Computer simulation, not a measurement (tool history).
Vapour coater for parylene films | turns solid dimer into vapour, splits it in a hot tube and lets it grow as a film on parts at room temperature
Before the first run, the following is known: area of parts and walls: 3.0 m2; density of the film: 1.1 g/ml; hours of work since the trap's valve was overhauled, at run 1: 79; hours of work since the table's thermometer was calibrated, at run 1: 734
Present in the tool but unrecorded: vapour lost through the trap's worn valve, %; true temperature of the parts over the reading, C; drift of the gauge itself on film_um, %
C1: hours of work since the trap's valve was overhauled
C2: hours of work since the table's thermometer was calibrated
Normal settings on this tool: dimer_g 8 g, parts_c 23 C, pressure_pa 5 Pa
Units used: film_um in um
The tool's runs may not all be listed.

run 1 day=0 | dimer_g=8 parts_c=23 pressure_pa=5 | C1=79 C2=734 | film_um=1.62
run 2 day=1.462 | dimer_g=8 parts_c=23 pressure_pa=5 | C1=96 C2=751 | film_um=1.64
run 3 day=2.925 | dimer_g=8 parts_c=23 pressure_pa=5 | C1=113 C2=768 | film_um=1.62
run 4 day=5.542 | dimer_g=4 parts_c=23 pressure_pa=5 | C1=142 C2=797 | film_um=0.78
run 5 day=7.188 | dimer_g=8 parts_c=30 pressure_pa=5 | C1=161 C2=816 | film_um=1.36
run 6 day=8.396 | dimer_g=8 parts_c=30 pressure_pa=5 | C1=175 C2=830 | film_um=1.35
run 7 day=10.838 | dimer_g=4 parts_c=21 pressure_pa=8.32 | C1=202 C2=858 | film_um=0.74

What does the tool deliver on the next run?
run 8 day=12.708 | dimer_g=4 parts_c=23 pressure_pa=2.77 | C1=224 C2=879 | film_um=?

Run 8 gave film_um 0.86 um.
With the hidden condition absent and the run-to-run variation left alone, this run would have shown film_um 0.95 um.
